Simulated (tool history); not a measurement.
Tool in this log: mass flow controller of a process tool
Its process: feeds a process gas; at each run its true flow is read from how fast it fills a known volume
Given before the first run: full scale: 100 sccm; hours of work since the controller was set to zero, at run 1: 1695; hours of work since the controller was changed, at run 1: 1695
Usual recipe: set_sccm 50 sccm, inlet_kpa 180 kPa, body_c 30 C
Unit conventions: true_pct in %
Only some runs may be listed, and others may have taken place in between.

run     day  set_sccm  inlet_kpa  body_c  hours of work since the controller was set to zero  hours of work since the controller was changed  true_pct
  1   0.000        50        180      30                                                1695                                            1695     98.85
  2   2.750        50        180      30                                                1728                                            1728     98.88
  3   5.288        50        180      30                                                1759                                            1759     98.62
  4   7.550        50        180      31                                                1787                                            1787     98.82
  5   9.654        50        180      31                                                1812                                            1812     98.61
  6  11.900        50        180      31                                                1840                                            1840     98.58
  7  15.288        50        180      30                                                1881                                            1881     98.34
  8  18.712        50        180      37                                                1923                                            1923     98.69
  9  21.717        50        180      30                                                1959                                            1959     98.23
 10  24.471        50        180      34                                                1993                                            1993     98.44
 11  28.004        50        180      34                                                2036                                            2036     98.18
 12  31.325        50        180      27                                                2076                                            2076     97.75
 13  33.050        50        180      29                                                2097                                            2097     97.88
 14  35.200        31        180      30                                                2124                                            2124     97.27
 15  36.858        32        189      27                                                2144                                            2144     97.05
 16  39.867        32        189      27                                                2181                                            2181     97.01
 17  42.633        32        189      27                                                2214                                            2214     97.02
 18  44.900        32        265      24                                                2242                                            2242     96.35
 19  47.538        16        155      27                                                2274                                            2274     96.50
 20  49.867        23        180      20                                                2302                                            2302     96.19
 21  53.046        94        204      25                                                2341                                            2341     98.22
 22  56.008        94        204      25                                                2377                                            2377     98.20
 23  59.004        94        216      25                                                2414                                            2414     98.03
 24  61.271        15        222      22                                                2441                                            2441     95.50
 25  63.729        15        222      22                                                2471                                            2471     95.39
 26  66.512        99        225      30                                                2505                                            2505     98.23
 27  68.300        10        187      30                                                2527                                            2527     95.63
 28  70.212        41        157      30                                                2550                                            2550     96.75

5 options for the next run, each taken on its own from the tool as it stands now. Forecast them:
  A  72.317        16        157      30                                                2576                                            2576         ?
  B  72.317        50        184      30                                                2576                                            2576         ?
  C  72.317        33        176      36                                                2576                                            2576         ?
  D  72.317        78        157      21                                                2576                                            2576         ?
  E  72.317        16        157      30                                                2576                                            2576         ?

run  true_pct
  A     95.97
  B     96.84
  C     96.62
  D     97.29
  E     96.05
With the hidden condition removed and each run's random variation left untouched, the same runs would have given:
run  true_pct
  A     97.98
  B     98.88
  C     98.65
  D     99.34
  E     98.06
